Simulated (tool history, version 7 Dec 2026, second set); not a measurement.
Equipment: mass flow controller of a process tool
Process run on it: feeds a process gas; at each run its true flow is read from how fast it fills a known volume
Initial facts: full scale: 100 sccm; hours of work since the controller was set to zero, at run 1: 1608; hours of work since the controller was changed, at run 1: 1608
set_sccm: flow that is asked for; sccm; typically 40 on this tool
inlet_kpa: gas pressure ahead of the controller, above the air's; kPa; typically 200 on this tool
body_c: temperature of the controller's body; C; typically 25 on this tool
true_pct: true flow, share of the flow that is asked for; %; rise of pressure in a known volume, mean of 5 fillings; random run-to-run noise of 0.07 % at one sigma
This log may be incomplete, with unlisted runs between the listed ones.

run    hour  set_sccm  inlet_kpa  body_c  hours of work since the controller was set to zero  hours of work since the controller was changed  true_pct
  1     0.0        40        200      25                                                1608                                            1608     97.43
  2   259.3        40        200      25                                                1720                                            1720     97.53
  3   448.1        40        200      25                                                1801                                            1801     97.54
  4   746.3        40        200      25                                                1928                                            1928     97.48
  5  1043.5        40        200      25                                                2056                                            2056     97.50
  6  1259.1        40        200      25                                                2148                                            2148     97.59
  7  1395.8        40        200      25                                                2207                                            2207     97.46
  8  1552.8        40        200      25                                                2274                                            2274     97.69
  9  1845.9        40        200      25                                                2400                                            2400     97.49
 10  2084.3        57        200      25                                                2503                                            2503     98.49
     2114.4  -- controller's zero set anew
 11  2323.2        33        200      25                                                  90                                            2605     96.29

Estimate the outcome of run 12 from the log above:
 12  2530.4        33        200      25                                                 178                                            2694         ?

Run 12 measured true_pct 96.15 %.
Were there no unlogged condition in the tool, this run, its random variation unchanged, would have produced true_pct 97.65 %.
